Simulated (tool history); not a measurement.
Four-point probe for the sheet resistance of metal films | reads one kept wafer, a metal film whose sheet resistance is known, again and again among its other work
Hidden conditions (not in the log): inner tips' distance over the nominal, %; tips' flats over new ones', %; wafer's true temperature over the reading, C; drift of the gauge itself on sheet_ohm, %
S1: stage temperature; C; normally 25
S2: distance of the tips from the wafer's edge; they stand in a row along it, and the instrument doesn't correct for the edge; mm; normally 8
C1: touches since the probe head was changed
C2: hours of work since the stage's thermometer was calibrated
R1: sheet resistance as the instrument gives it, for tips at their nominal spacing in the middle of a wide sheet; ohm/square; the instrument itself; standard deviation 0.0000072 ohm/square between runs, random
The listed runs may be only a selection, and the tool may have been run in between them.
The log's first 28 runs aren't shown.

run 29 hour=1162.5 | S1=33 S2=20 | C1=105079 C2=1103 | R1=0.035799
run 30 hour=1215.1 | S1=19 S2=6 | C1=107629 C2=1137 | R1=0.036423
run 31 hour=1257.1 | S1=30 S2=6 | C1=109667 C2=1164 | R1=0.036292
run 32 hour=1291.3 | S1=30 S2=12 | C1=111322 C2=1185 | R1=0.035903
run 33 hour=1323.7 | S1=23 S2=17 | C1=112895 C2=1206 | R1=0.035909
run 34 hour=1357.4 | S1=25 S2=32 | C1=114528 C2=1227 | R1=0.035839
run 35 hour=1397.5 | S1=25 S2=32 | C1=116474 C2=1253 | R1=0.03583
run 36 hour=1440.9 | S1=18 S2=5 | C1=118580 C2=1281 | R1=0.036643
run 37 hour=1480.8 | S1=18 S2=5 | C1=120512 C2=1306 | R1=0.036643
run 38 hour=1517.3 | S1=23 S2=30 | C1=122283 C2=1329 | R1=0.035845
run 39 hour=1542 | S1=26 S2=8 | C1=123484 C2=1345 | R1=0.036098
run 40 hour=1599.2 | S1=31 S2=11 | C1=126258 C2=1382 | R1=0.035914
run 41 hour=1652.7 | S1=22 S2=41 | C1=128852 C2=1416 | R1=0.035828
run 42 hour=1701.3 | S1=19 S2=33 | C1=131207 C2=1447 | R1=0.035885

Run 43, settings as shown, results not yet in. Your forecast:
run 43 hour=1731.4 | S1=22 S2=54 | C1=132666 C2=1466 | R1=?

Run 43 gave R1 0.035837 ohm/square.
Without the tool's hidden state the same run would have given R1 0.035811 ohm/square.
